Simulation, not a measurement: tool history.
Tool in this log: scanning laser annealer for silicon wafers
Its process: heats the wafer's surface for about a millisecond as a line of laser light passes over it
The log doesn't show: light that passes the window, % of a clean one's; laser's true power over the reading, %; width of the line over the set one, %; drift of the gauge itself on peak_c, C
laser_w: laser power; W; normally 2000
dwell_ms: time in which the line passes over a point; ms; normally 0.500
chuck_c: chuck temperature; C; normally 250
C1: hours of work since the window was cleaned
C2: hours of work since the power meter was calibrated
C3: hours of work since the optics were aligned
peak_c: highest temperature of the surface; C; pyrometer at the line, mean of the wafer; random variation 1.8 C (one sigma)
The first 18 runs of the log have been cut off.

run 19 hour=242.7 | laser_w=2000 dwell_ms=0.412 chuck_c=222 | C1=10 C2=237 C3=928 | peak_c=897
run 20 hour=250.9 | laser_w=2000 dwell_ms=0.412 chuck_c=255 | C1=13 C2=240 C3=931 | peak_c=928
run 21 hour=262.1 | laser_w=2076 dwell_ms=0.420 chuck_c=211 | C1=18 C2=245 C3=936 | peak_c=921
run 22 hour=279.9 | laser_w=2076 dwell_ms=0.456 chuck_c=271 | C1=25 C2=252 C3=943 | peak_c=1016
run 23 hour=291.3 | laser_w=2076 dwell_ms=0.456 chuck_c=271 | C1=30 C2=257 C3=948 | peak_c=1015
run 24 hour=303.0 | laser_w=2000 dwell_ms=0.470 chuck_c=250 | C1=34 C2=261 C3=953 | peak_c=973
run 25 hour=321.0 | laser_w=2145 dwell_ms=0.500 chuck_c=232 | C1=42 C2=269 C3=960 | peak_c=1046
run 26 hour=328.5 | laser_w=2124 dwell_ms=0.500 chuck_c=235 | C1=45 C2=272 C3=963 | peak_c=1040
run 27 hour=346.1 | laser_w=1788 dwell_ms=0.385 chuck_c=252 | C1=52 C2=279 C3=971 | peak_c=819
run 28 hour=354.3 | laser_w=1983 dwell_ms=0.470 chuck_c=271 | C1=56 C2=283 C3=974 | peak_c=985
run 29 hour=372.4 | laser_w=2110 dwell_ms=0.500 chuck_c=248 | C1=63 C2=290 C3=981 | peak_c=1044
run 30 hour=388.9 | laser_w=2110 dwell_ms=0.500 chuck_c=248 | C1=70 C2=297 C3=988 | peak_c=1041
run 31 hour=401.7 | laser_w=2066 dwell_ms=0.362 chuck_c=250 | C1=75 C2=302 C3=993 | peak_c=898
run 32 hour=416.9 | laser_w=2066 dwell_ms=0.362 chuck_c=250 | C1=81 C2=309 C3=1000 | peak_c=897
run 33 hour=433.1 | laser_w=2000 dwell_ms=0.427 chuck_c=223 | C1=88 C2=315 C3=1006 | peak_c=903
run 34 hour=448.6 | laser_w=2076 dwell_ms=0.359 chuck_c=286 | C1=95 C2=322 C3=1013 | peak_c=933
run 35 hour=464.2 | laser_w=1753 dwell_ms=0.500 chuck_c=236 | C1=101 C2=328 C3=1019 | peak_c=870
run 36 hour=474.8 | laser_w=1798 dwell_ms=0.450 chuck_c=250 | C1=105 C2=332 C3=1024 | peak_c=865

Alternative continuations, all from the tool just after run 36; predict every row:
run A hour=482.4 | laser_w=2163 dwell_ms=0.516 chuck_c=251 | C1=109 C2=336 C3=1027 | peak_c=?
run B hour=482.4 | laser_w=2000 dwell_ms=0.482 chuck_c=250 | C1=109 C2=336 C3=1027 | peak_c=?
run C hour=482.4 | laser_w=2069 dwell_ms=0.547 chuck_c=274 | C1=109 C2=336 C3=1027 | peak_c=?

run=A peak_c=1079
run=B peak_c=977
run=C peak_c=1087
Take away the tool's hidden state, keep each run's random variation, and the runs would have read:
run=A peak_c=1102
run=B peak_c=997
run=C peak_c=1109
